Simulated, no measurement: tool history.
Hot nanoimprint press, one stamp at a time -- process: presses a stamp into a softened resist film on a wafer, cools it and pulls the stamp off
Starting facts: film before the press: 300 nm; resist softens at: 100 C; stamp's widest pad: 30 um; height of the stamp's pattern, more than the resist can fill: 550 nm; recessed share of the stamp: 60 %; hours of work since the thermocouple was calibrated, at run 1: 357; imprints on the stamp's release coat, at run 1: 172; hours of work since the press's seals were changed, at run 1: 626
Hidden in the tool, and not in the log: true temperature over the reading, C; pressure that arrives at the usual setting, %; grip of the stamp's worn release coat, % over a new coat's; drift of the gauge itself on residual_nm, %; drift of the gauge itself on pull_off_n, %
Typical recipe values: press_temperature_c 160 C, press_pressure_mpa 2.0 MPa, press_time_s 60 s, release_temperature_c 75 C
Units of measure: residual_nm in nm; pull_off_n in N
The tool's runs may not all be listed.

run,hour,press_temperature_c,press_pressure_mpa,press_time_s,release_temperature_c,hours of work since the thermocouple was calibrated,imprints on the stamp's release coat,hours of work since the press's seals were changed,residual_nm,pull_off_n
1,0.0,160,2.0,60,75,357,172,626,144.6,168
2,13.2,160,2.0,60,75,365,236,634,144.9,161
3,27.5,160,2.0,60,75,375,306,644,145.4,165
4,49.7,160,2.0,60,75,389,414,658,144.9,163
5,70.9,160,1.5,60,75,403,517,672,165.3,170
6,93.5,160,1.5,60,75,418,627,687,166.8,170

What does the tool deliver on the next run?
# hour 98.0: plate thermocouple calibrated
7,111.1,165,2.0,76,75,9,698,696,?,?

residual_nm: 102.3 nm
pull_off_n: 170 N
Had the tool carried no hidden state, the very same run would have given residual_nm 110.2 nm, pull_off_n 159 N.

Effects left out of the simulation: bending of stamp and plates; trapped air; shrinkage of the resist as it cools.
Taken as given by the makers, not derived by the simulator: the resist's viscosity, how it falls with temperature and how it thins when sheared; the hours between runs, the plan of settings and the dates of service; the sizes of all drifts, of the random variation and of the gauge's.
